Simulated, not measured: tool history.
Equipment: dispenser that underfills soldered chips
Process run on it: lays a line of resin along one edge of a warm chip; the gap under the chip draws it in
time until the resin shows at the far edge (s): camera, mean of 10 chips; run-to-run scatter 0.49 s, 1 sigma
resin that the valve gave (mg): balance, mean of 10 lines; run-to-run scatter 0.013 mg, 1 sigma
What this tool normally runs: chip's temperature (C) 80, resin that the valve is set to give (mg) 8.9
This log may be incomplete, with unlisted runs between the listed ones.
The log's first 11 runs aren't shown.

run,hour,chip's temperature (C),resin that the valve is set to give (mg),time until the resin shows at the far edge (s),resin that the valve gave (mg)
# hour 114: new syringe of resin
12,118.9,80,8.9,47.4,8.76
# hour 122: new syringe of resin
13,127.4,80,8.9,47.7,8.75
# hour 129.9: new syringe of resin
# hour 137.6: new syringe of resin
14,137.6,80,8.9,40.7,8.73
# hour 146.1: new syringe of resin
15,151.3,80,8.9,47.6,8.64
# hour 153.7: new syringe of resin
# hour 161.5: new syringe of resin
16,162.5,80,8.9,42.7,8.65
# hour 169.3: new syringe of resin
17,172.5,70,11.16,62.7,10.8
# hour 176.8: new syringe of resin
# hour 184.7: new syringe of resin
18,186.2,70,11.16,61.2,10.76
# hour 188.6: dispensing valve cleaned and set on the balance
# hour 193.2: new syringe of resin
19,197.4,84,11.35,41,11.32
# hour 200.9: new syringe of resin
20,207.7,84,11.35,44.5,11.32
# hour 209.4: new syringe of resin
# hour 217.6: new syringe of resin
21,220,81,9.63,43.6,9.55
# hour 226: new syringe of resin
22,228.2,87,11.53,34.8,11.41
# hour 234.2: new syringe of resin
23,239.7,90,7.94,36.6,7.83
# hour 242.3: new syringe of resin
# hour 250: new syringe of resin
24,251.3,90,7.94,32.5,7.8
# hour 257.9: new syringe of resin
25,258.8,92,9.11,29.2,8.94
# hour 265.7: new syringe of resin
26,267.8,84,11.13,39.2,10.9
# hour 274.1: new syringe of resin
27,279.7,91,8.9,33.9,8.65
# hour 281.9: new syringe of resin
# hour 289.7: new syringe of resin
28,291.6,91,8.9,32.3,8.65
# hour 297.8: new syringe of resin
# hour 299.8: dispensing valve cleaned and set on the balance
29,304.9,91,8.9,35.2,8.88
# hour 306.4: new syringe of resin
# hour 314.2: new syringe of resin
30,317.8,91,8.9,33.1,8.84
# hour 322.3: new syringe of resin
31,329.2,68,11.08,76.1,10.97
# hour 330.7: new syringe of resin
32,337.6,68,11.08,77.5,10.96

Below are 3 alternative next runs, each starting from the tool's condition after run 32. Predict each:
# hour 339.1: new syringe of resin
# hour 347.1: new syringe of resin
A,347.1,68,9.11,?,?
# hour 339.1: new syringe of resin
# hour 347.1: new syringe of resin
B,347.1,68,9.04,?,?
# hour 339.1: new syringe of resin
# hour 347.1: new syringe of resin
C,347.1,78,8.7,?,?

run,time until the resin shows at the far edge (s),resin that the valve gave (mg)
A,64.1,8.97
B,63.1,8.9
C,45.8,8.59
With the hidden condition removed and each run's random variation left untouched, the same runs would have given:
run,time until the resin shows at the far edge (s),resin that the valve gave (mg)
A,58.3,9.09
B,57.3,9.03
C,41.8,8.71
